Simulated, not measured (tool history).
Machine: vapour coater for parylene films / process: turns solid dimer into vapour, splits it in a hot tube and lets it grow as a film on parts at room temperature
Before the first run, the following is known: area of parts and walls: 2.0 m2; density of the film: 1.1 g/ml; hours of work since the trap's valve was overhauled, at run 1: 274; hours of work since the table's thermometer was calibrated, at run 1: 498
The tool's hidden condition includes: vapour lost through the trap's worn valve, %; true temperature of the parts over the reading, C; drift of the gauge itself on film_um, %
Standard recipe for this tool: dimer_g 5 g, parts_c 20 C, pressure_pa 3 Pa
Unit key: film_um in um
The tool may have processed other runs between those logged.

run	hour	dimer_g	parts_c	pressure_pa	hours of work since the trap's valve was overhauled	hours of work since the table's thermometer was calibrated	film_um
1	0	5	20	3	274	498	1.75
2	12.1	5	20	3	283	507	1.73
3	34.8	5	20	3	299	523	1.75
4	57.9	5	20	3	315	539	1.76
5	82.2	5	20	3	332	556	1.74
6	104.9	5	20	3	348	572	1.73
7	128.3	5	20	3	364	588	1.77
8	149.2	2	20	3	379	603	0.64
9	172.8	5	14	3	396	620	2
10	193	5	14	3	410	634	1.95
11	218.6	5	14	3	428	652	1.96
12	235.1	5	20	3	439	663	1.63
13	259.7	6	20	3	457	681	1.97
14	275.4	6	20	3	468	692	2.01
15	294.1	5	20	3	481	705	1.6
16	311.5	5	20	3	493	717	1.63
# hour 334.1: trap's valve overhauled
17	342.9	5	20	3	6	736	1.89
18	361.4	5	20	3	19	749	1.88
19	379.1	5	13	3	32	762	2.26
20	393.2	5	13	3	41	772	2.19
21	418	5	22	3	59	789	1.71
22	446.9	9	13	8.93	79	809	3.7
23	474.8	5	24	4.6	99	829	1.42
24	496.7	5	27	6.42	114	844	1.14
25	524.8	3	16	5.83	134	864	1.19
26	546.2	7	13	2.63	149	879	2.98
27	558.6	3	26	2.28	158	888	0.85
28	576.5	3	26	2.28	170	900	0.87
29	588.9	3	26	2.28	179	909	0.87
30	610.4	3	20	7.98	194	924	0.85
31	634.8	3	20	7.98	211	941	0.87
32	656.7	9	20	7.98	226	957	2.58
33	683.4	9	20	7.98	245	975	2.56
34	703	6	19	10.32	259	989	1.66
35	720.1	6	19	10.32	271	1001	1.68
36	747.9	6	31	10.32	291	1021	1
37	764.7	3	20	6.85	302	1033	0.82

Here are 4 independent what-if runs from the current tool condition. What would each one return?
A	785.4	3	20	3.56	317	1047	?
B	785.4	5	20	5.86	317	1047	?
C	785.4	3	20	3.3	317	1047	?
D	785.4	6	20	3	317	1047	?

run	film_um
A	0.99
B	1.51
C	1.02
D	2.03
Stripped of hidden state, with their random variation kept, the same runs would have yielded:
run	film_um
A	1.13
B	1.73
C	1.16
D	2.32
